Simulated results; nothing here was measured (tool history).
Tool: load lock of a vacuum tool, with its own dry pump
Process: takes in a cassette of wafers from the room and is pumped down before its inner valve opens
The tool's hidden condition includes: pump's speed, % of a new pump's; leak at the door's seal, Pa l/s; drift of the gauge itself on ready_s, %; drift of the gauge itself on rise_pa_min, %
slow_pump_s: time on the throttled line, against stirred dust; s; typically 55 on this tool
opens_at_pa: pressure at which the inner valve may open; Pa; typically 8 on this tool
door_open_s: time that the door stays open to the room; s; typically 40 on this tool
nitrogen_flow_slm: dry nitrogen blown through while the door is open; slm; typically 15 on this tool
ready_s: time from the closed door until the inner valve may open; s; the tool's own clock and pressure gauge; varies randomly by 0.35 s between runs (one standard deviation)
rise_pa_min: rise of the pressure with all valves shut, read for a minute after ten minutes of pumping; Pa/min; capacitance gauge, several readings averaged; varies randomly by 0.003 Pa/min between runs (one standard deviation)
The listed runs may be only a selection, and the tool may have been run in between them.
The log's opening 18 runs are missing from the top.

run,hour,slow_pump_s,opens_at_pa,door_open_s,nitrogen_flow_slm,hours that the pump has run since its overhaul,times that the door has closed on its seal,"incoming humidity of the room's air, %",ready_s,rise_pa_min
19,5721.9,55,8,76,15,381,23616,45.2,67.6,0.244
20,6032.8,33,9,27,12,692,25048,44.5,47.4,0.229
21,6297.3,33,9,27,12,956,26266,46.4,48,0.24
# hour 6496.3: door's seal changed, seat wiped
22,6713.6,33,10,218,9,1371,1000,45,47.6,0.149
23,7087.8,29,11,40,15,1745,2723,46.9,43.7,0.057
24,7319.5,55,10,37,15,1977,3790,45.9,67.9,0.063
25,7504,55,8,176,15,2162,4640,42.8,68.5,0.12
26,7910.7,55,8,26,15,2568,6512,45.3,68.2,0.059
27,8196.7,55,8,110,11,2854,7829,45.1,68.4,0.127
28,8622.8,57,12,68,23,3280,9791,45.9,69.9,0.097
29,8884.4,50,6,44,21,3542,10996,47.1,64,0.099
30,9069.8,50,6,44,21,3727,11849,44.9,64.4,0.096
31,9469.1,32,8,195,25,4127,13688,45.9,47.3,0.167
32,9732.6,55,8,122,11,4390,14901,44.3,69.2,0.182
33,9962.1,55,8,122,11,4620,15958,45.3,69.3,0.192
34,10376.6,55,9,51,11,5034,17866,43.4,68.7,0.169

Predict each of these 5 candidate next runs independently; none follows another, all start after run 34:
A,10825.7,70,9,51,11,5483,19934,43.4,?,?
B,10825.7,93,8,40,15,5483,19934,44.1,?,?
C,10825.7,32,15,40,5,5483,19934,45.2,?,?
D,10825.7,90,15,51,7,5483,19934,47,?,?
E,10825.7,55,11,169,15,5483,19934,43.9,?,?

run,ready_s,rise_pa_min
A,82,0.187
B,103.4,0.18
C,46.8,0.189
D,99.1,0.203
E,68.4,0.236
With no hidden state in the tool, these same runs would have given:
run,ready_s,rise_pa_min
A,81.1,0.054
B,102.6,0.047
C,45.8,0.058
D,98.4,0.067
E,67.5,0.101
